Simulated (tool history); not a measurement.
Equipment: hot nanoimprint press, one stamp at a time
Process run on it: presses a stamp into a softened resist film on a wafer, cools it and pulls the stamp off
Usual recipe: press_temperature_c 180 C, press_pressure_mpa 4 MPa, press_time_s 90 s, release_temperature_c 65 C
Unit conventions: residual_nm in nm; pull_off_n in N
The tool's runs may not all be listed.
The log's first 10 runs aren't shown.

run	hour	press_temperature_c	press_pressure_mpa	press_time_s	release_temperature_c	residual_nm	pull_off_n
11	328.6	180	4	90	65	218.4	211
12	364.5	180	4	90	65	216.8	216
# hour 394.9: stamp cleaned and given a new release coat
13	408.1	180	4	90	65	218.5	191
# hour 423.1: plate thermocouple calibrated, once more
14	444.1	180	4	90	65	202.1	190
15	473.2	180	4	90	65	202.1	193
16	493.9	184	4	62	65	193.5	198
17	520	169	4.23	90	59	299	206
18	546.1	169	4.23	90	59	298.1	204
19	577	169	4.23	84	59	303	216
20	597.1	169	4.23	84	59	302.5	222
21	626.9	169	4.23	84	59	305.2	225
22	659.3	169	4.23	84	59	304.4	234
# hour 668.3: stamp cleaned and given a new release coat
23	705.6	172	4	95	65	272.3	195
24	723.6	190	6.25	98	61	101.7	194
25	767.1	190	6.25	98	61	101.8	202
26	795.4	175	3.38	49	72	304.4	191
# hour 807.5: press's hydraulic seals changed and the load cell set to zero
27	826.3	175	3.38	49	72	305	192
28	859.8	178	2.54	53	72	298.5	200
29	897.3	178	2.54	53	72	297.6	203
# hour 945.1: stamp cleaned and given a new release coat
30	946.5	178	2.54	154	67	223.4	182

Each row is a separate what-if for the run after 30, all from the same tool condition, not one after another. Results?
A	982.7	172	2.54	154	60	?	?
B	982.7	180	3.32	90	65	?	?
C	982.7	170	3.66	90	64	?	?

run	residual_nm	pull_off_n
A	279.8	200
B	221.5	189
C	304.5	191
Stripped of hidden state, with their random variation kept, the same runs would have yielded:
run	residual_nm	pull_off_n
A	274.3	194
B	216.3	183
C	299.4	185
